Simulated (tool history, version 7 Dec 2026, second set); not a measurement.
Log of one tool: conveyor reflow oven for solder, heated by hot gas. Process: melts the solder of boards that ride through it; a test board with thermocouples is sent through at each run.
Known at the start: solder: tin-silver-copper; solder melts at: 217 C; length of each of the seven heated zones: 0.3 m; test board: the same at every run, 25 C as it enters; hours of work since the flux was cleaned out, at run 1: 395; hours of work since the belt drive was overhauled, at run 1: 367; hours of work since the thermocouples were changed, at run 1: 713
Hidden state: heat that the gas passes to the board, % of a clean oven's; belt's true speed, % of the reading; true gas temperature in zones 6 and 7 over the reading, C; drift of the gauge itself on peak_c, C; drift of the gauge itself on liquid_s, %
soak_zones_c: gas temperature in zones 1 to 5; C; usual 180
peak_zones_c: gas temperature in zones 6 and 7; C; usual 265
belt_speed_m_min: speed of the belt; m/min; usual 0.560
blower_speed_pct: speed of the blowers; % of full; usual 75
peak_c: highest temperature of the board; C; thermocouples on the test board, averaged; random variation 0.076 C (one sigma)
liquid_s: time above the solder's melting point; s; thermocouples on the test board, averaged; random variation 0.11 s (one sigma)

run,day,soak_zones_c,peak_zones_c,belt_speed_m_min,blower_speed_pct,hours of work since the flux was cleaned out,hours of work since the belt drive was overhauled,hours of work since the thermocouples were changed,peak_c,liquid_s
1,0.000,180,265,0.560,75,395,367,713,253.16,51.2
2,0.962,180,265,0.560,75,410,382,728,253.09,51.4
# day 2.050: flux residue cleaned out of gas plates and filters
3,2.071,180,265,0.560,75,0,397,743,254.45,52.1
4,2.808,180,265,0.602,75,12,409,755,252.18,46.9
5,3.442,180,265,0.560,75,22,419,765,254.30,52.3
6,4.104,180,265,0.560,75,33,429,776,254.35,52.2
7,4.688,180,265,0.560,51,42,439,785,248.25,46.9
8,5.571,180,265,0.560,75,57,453,799,254.25,52.1
9,6.079,180,265,0.560,75,65,461,807,254.12,52.2
10,6.933,180,265,0.560,75,79,475,821,254.29,52.0
11,7.988,180,265,0.560,75,96,492,838,254.21,52.1
12,8.883,180,265,0.560,75,110,506,853,254.28,52.3
13,9.446,180,265,0.560,85,119,515,862,256.07,53.5
14,10.204,180,265,0.560,85,131,528,874,255.84,53.4
15,11.008,182,273,0.560,57,144,541,887,257.47,53.7
16,12.012,189,265,0.602,58,160,557,903,250.03,47.8
17,12.608,189,265,0.602,58,170,566,913,249.84,48.0
18,13.317,182,265,0.636,75,181,578,924,250.84,43.8
19,13.788,174,253,0.568,57,189,585,932,238.15,36.5
20,14.579,180,266,0.657,75,202,598,944,250.08,41.3
21,15.408,180,277,0.560,76,215,611,958,265.00,57.1
22,16.150,174,277,0.479,88,227,623,970,270.43,68.4
# day 16.304: thermocouples of zones 6 and 7 changed
23,16.783,174,277,0.479,88,236,632,8,268.83,67.6
24,17.704,174,277,0.479,88,251,647,23,268.73,67.5
25,18.338,174,277,0.479,88,261,657,33,268.60,67.8
26,18.888,184,266,0.591,53,270,666,42,247.06,44.7
27,19.862,180,265,0.543,84,285,682,57,254.59,54.8
28,20.312,181,265,0.543,52,293,689,65,248.17,49.3

Hidden state or all else? Some run-to-run changes of peak_c, split into what the settings, what came in and random variation would give without the hidden state, and what is left for the hidden state (with any gauge scatter that isn't in both results):
Run 2 -> 3: flux residue cleaned out of gas plates and filters. peak_c +1.36 C: hidden state +1.04, all else +0.32.
Run 20 -> 21: peak_zones_c 266 -> 277, belt_speed_m_min 0.657 -> 0.560, blower_speed_pct 75 -> 76. peak_c +14.92 C: hidden state +0.15, all else +14.77.
Run 22 -> 23: thermocouples of zones 6 and 7 changed. peak_c -1.60 C: hidden state -1.77, all else +0.17.
Run 25 -> 26: soak_zones_c 174 -> 184, peak_zones_c 277 -> 266, belt_speed_m_min 0.479 -> 0.591, blower_speed_pct 88 -> 53. peak_c -21.54 C: hidden state +0.15, all else -21.69.
